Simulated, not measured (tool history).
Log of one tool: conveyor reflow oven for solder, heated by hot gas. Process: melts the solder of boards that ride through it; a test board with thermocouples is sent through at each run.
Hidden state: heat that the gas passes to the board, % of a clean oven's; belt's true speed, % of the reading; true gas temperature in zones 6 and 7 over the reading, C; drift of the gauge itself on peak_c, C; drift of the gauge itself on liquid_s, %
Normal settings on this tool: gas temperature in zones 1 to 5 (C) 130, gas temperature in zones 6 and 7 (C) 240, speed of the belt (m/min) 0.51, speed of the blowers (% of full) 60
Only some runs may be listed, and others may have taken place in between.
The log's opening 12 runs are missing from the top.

| run | day | gas temperature in zones 1 to 5 (C) | gas temperature in zones 6 and 7 (C) | speed of the belt (m/min) | speed of the blowers (% of full) | hours of work since the flux was cleaned out | hours of work since the belt drive was overhauled | hours of work since the thermocouples were changed | highest temperature of the board (C) | time above the solder's melting point (s) |
|---|---|---|---|---|---|---|---|---|---|---|
| 13 | 5.729 | 130 | 240 | 0.51 | 58 | 30 | 178 | 299 | 217.5 | 49 |
| 14 | 6.179 | 130 | 240 | 0.51 | 58 | 35 | 184 | 304 | 217.2 | 50 |
| 15 | 6.579 | 130 | 240 | 0.51 | 61 | 40 | 188 | 309 | 217.7 | 51.2 |
| 16 | 6.962 | 130 | 240 | 0.51 | 61 | 44 | 193 | 313 | 218.3 | 50.3 |
| 17 | 7.492 | 142 | 240 | 0.51 | 84 | 51 | 199 | 320 | 225.2 | 59.6 |
| 18 | 8.033 | 142 | 240 | 0.51 | 84 | 57 | 206 | 326 | 224.9 | 59.3 |
| 19 | 8.504 | 120 | 241 | 0.47 | 55 | 63 | 211 | 332 | 218.3 | 52.6 |
| 20 | 8.767 | 120 | 241 | 0.47 | 72 | 66 | 214 | 335 | 222.8 | 56.1 |
| 21 | 9.2 | 128 | 248 | 0.425 | 75 | 71 | 219 | 340 | 234.6 | 72.5 |
| 22 | 9.738 | 130 | 240 | 0.51 | 76 | 77 | 226 | 346 | 221.8 | 52.9 |
| 23 | 10.167 | 130 | 255 | 0.51 | 60 | 82 | 231 | 351 | 230.1 | 58.1 |
| 24 | 10.438 | 130 | 255 | 0.51 | 60 | 86 | 234 | 355 | 229.9 | 58.5 |
| 25 | 10.692 | 130 | 240 | 0.587 | 60 | 89 | 237 | 358 | 211.2 | 38.3 |
| 26 | 10.95 | 119 | 241 | 0.51 | 60 | 92 | 240 | 361 | 216.5 | 45.7 |
| 27 | 11.379 | 119 | 241 | 0.51 | 60 | 97 | 245 | 366 | 215.7 | 45.9 |
| 28 | 11.975 | 119 | 241 | 0.51 | 60 | 104 | 252 | 373 | 215.5 | 45.8 |
| 29 | 12.462 | 119 | 241 | 0.51 | 60 | 110 | 258 | 379 | 215.6 | 45.5 |
| 30 | 12.929 | 119 | 241 | 0.51 | 60 | 115 | 264 | 384 | 215.6 | 46.2 |
| 31 | 13.325 | 139 | 252 | 0.505 | 63 | 120 | 268 | 389 | 230.6 | 61.9 |

Below are 4 alternative next runs, each starting from the tool's condition after run 31. Predict each:
| A | 13.867 | 140 | 239 | 0.51 | 70 | 126 | 275 | 395 | ? | ? |
| B | 13.867 | 137 | 238 | 0.538 | 63 | 126 | 275 | 395 | ? | ? |
| C | 13.867 | 126 | 252 | 0.505 | 63 | 126 | 275 | 395 | ? | ? |
| D | 13.867 | 122 | 240 | 0.51 | 52 | 126 | 275 | 395 | ? | ? |

| run | highest temperature of the board (C) | time above the solder's melting point (s) |
|---|---|---|
| A | 220.8 | 56.2 |
| B | 216 | 47.6 |
| C | 227.6 | 56.1 |
| D | 212.5 | 43.2 |
What these runs would have given with no unlogged condition in the tool:
| run | highest temperature of the board (C) | time above the solder's melting point (s) |
|---|---|---|
| A | 220.8 | 55.8 |
| B | 216.1 | 47.4 |
| C | 227.8 | 55.8 |
| D | 212.5 | 43 |

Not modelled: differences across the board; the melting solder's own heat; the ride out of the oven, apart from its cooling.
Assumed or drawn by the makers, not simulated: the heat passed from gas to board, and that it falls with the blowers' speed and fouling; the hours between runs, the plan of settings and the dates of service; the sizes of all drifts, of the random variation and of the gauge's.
